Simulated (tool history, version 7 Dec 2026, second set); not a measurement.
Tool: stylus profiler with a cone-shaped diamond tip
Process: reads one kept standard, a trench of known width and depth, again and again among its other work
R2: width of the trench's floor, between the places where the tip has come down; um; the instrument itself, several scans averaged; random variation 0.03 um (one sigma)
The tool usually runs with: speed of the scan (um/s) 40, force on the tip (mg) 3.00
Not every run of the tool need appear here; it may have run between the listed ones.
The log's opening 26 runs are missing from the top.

{"run": 27, "hour": 268.2, "speed of the scan (um/s)": 98, "force on the tip (mg)": 8.96, "depth of the trench (nm)": 1019.71, "R2": 93.47}
{"run": 28, "hour": 278.9, "speed of the scan (um/s)": 23, "force on the tip (mg)": 2.61, "depth of the trench (nm)": 1009.28, "R2": 93.53}
{"run": 29, "hour": 293.2, "speed of the scan (um/s)": 41, "force on the tip (mg)": 1.8, "depth of the trench (nm)": 1007.27, "R2": 93.46}
{"run": 30, "hour": 305.0, "speed of the scan (um/s)": 58, "force on the tip (mg)": 1.69, "depth of the trench (nm)": 1006.93, "R2": 93.39}
{"run": 31, "hour": 313.8, "speed of the scan (um/s)": 19, "force on the tip (mg)": 2.77, "depth of the trench (nm)": 1009.97, "R2": 93.53}
{"run": 32, "hour": 320.5, "speed of the scan (um/s)": 15, "force on the tip (mg)": 3.51, "depth of the trench (nm)": 1011.03, "R2": 93.54}
{"run": 33, "hour": 330.8, "speed of the scan (um/s)": 138, "force on the tip (mg)": 4.66, "depth of the trench (nm)": 1013.28, "R2": 93.31}
{"run": 34, "hour": 344.3, "speed of the scan (um/s)": 138, "force on the tip (mg)": 4.66, "depth of the trench (nm)": 1013.28, "R2": 93.32}
{"run": 35, "hour": 351.6, "speed of the scan (um/s)": 138, "force on the tip (mg)": 4.66, "depth of the trench (nm)": 1013.35, "R2": 93.36}
{"run": 36, "hour": 358.7, "speed of the scan (um/s)": 138, "force on the tip (mg)": 4.66, "depth of the trench (nm)": 1013.24, "R2": 93.34}
{"run": 37, "hour": 365.5, "speed of the scan (um/s)": 11, "force on the tip (mg)": 3.9, "depth of the trench (nm)": 1011.74, "R2": 93.53}
{"run": 38, "hour": 378.9, "speed of the scan (um/s)": 91, "force on the tip (mg)": 1.02, "depth of the trench (nm)": 1005.35, "R2": 93.18}
{"run": 39, "hour": 387.1, "speed of the scan (um/s)": 90, "force on the tip (mg)": 3.64, "depth of the trench (nm)": 1011.21, "R2": 93.39}

What does the tool deliver on the next run?
{"run": 40, "hour": 397.0, "speed of the scan (um/s)": 20, "force on the tip (mg)": 3.12, "depth of the trench (nm)": "?", "R2": "?"}

Run 40 gave depth of the trench (nm) 1010.58, R2 93.45 um.
With no hidden state in the tool, this same run would have given depth of the trench (nm) 1009.54, R2 93.95 um.

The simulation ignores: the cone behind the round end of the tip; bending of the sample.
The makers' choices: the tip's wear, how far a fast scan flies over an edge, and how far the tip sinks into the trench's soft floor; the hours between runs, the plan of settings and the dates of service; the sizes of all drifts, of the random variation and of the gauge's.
